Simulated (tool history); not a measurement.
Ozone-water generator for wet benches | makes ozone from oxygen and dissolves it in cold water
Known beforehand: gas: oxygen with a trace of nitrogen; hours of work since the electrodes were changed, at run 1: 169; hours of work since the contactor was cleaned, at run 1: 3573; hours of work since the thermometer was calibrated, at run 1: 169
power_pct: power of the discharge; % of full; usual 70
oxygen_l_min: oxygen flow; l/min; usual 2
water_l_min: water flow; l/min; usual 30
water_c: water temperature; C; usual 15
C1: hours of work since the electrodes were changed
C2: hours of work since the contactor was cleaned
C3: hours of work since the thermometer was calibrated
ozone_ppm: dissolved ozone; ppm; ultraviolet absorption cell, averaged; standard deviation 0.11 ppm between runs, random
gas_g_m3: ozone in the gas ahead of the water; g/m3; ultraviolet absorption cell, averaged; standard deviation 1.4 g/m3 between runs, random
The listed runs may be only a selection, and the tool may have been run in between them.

run 1 hour=0 | power_pct=70 oxygen_l_min=2 water_l_min=30 water_c=15 | C1=169 C2=3573 C3=169 | ozone_ppm=9.1 gas_g_m3=260.4
run 2 hour=43.5 | power_pct=70 oxygen_l_min=3.2 water_l_min=30 water_c=15 | C1=203 C2=3607 C3=203 | ozone_ppm=9.8 gas_g_m3=189.7
run 3 hour=73.3 | power_pct=70 oxygen_l_min=2 water_l_min=30 water_c=15 | C1=225 C2=3629 C3=225 | ozone_ppm=9 gas_g_m3=262
run 4 hour=98.3 | power_pct=70 oxygen_l_min=2 water_l_min=30 water_c=18 | C1=244 C2=3648 C3=244 | ozone_ppm=8.8 gas_g_m3=259.6
run 5 hour=122.9 | power_pct=70 oxygen_l_min=2 water_l_min=30 water_c=18 | C1=263 C2=3667 C3=263 | ozone_ppm=8.8 gas_g_m3=261.7
run 6 hour=161.7 | power_pct=70 oxygen_l_min=2 water_l_min=30 water_c=18 | C1=292 C2=3696 C3=292 | ozone_ppm=8.9 gas_g_m3=257.4
run 7 hour=191.1 | power_pct=49 oxygen_l_min=1.7 water_l_min=44 water_c=14 | C1=315 C2=3719 C3=315 | ozone_ppm=4.6 gas_g_m3=240.9
run 8 hour=227.4 | power_pct=49 oxygen_l_min=1.7 water_l_min=44 water_c=14 | C1=342 C2=3746 C3=342 | ozone_ppm=4.5 gas_g_m3=241.6
run 9 hour=261.8 | power_pct=70 oxygen_l_min=2.44 water_l_min=27 water_c=9 | C1=369 C2=3773 C3=369 | ozone_ppm=10.9 gas_g_m3=229.8
run 10 hour=296 | power_pct=70 oxygen_l_min=2.44 water_l_min=27 water_c=9 | C1=395 C2=3799 C3=395 | ozone_ppm=11.1 gas_g_m3=226.4

Consider 5 possible next runs. They are alternatives, not a sequence: every one starts from the tool as it was left by run 10. What does each give?
run A hour=325.2 | power_pct=44 oxygen_l_min=2.44 water_l_min=27 water_c=9 | C1=417 C2=3821 C3=417 | ozone_ppm=? gas_g_m3=?
run B hour=325.2 | power_pct=70 oxygen_l_min=2.45 water_l_min=47 water_c=9 | C1=417 C2=3821 C3=417 | ozone_ppm=? gas_g_m3=?
run C hour=325.2 | power_pct=72 oxygen_l_min=2 water_l_min=30 water_c=15 | C1=417 C2=3821 C3=417 | ozone_ppm=? gas_g_m3=?
run D hour=325.2 | power_pct=70 oxygen_l_min=2.44 water_l_min=27 water_c=13 | C1=417 C2=3821 C3=417 | ozone_ppm=? gas_g_m3=?
run E hour=325.2 | power_pct=70 oxygen_l_min=3.28 water_l_min=37 water_c=15 | C1=417 C2=3821 C3=417 | ozone_ppm=? gas_g_m3=?

run=A ozone_ppm=8.5 gas_g_m3=178.1
run=B ozone_ppm=5.6 gas_g_m3=226.1
run=C ozone_ppm=9.3 gas_g_m3=264.5
run=D ozone_ppm=10.6 gas_g_m3=227.3
run=E ozone_ppm=7.6 gas_g_m3=185.7
Take away the tool's hidden state, keep each run's random variation, and the runs would have read:
run=A ozone_ppm=8.5 gas_g_m3=178.2
run=B ozone_ppm=5.6 gas_g_m3=226.1
run=C ozone_ppm=9.3 gas_g_m3=264.5
run=D ozone_ppm=10.7 gas_g_m3=227.3
run=E ozone_ppm=7.6 gas_g_m3=185.8

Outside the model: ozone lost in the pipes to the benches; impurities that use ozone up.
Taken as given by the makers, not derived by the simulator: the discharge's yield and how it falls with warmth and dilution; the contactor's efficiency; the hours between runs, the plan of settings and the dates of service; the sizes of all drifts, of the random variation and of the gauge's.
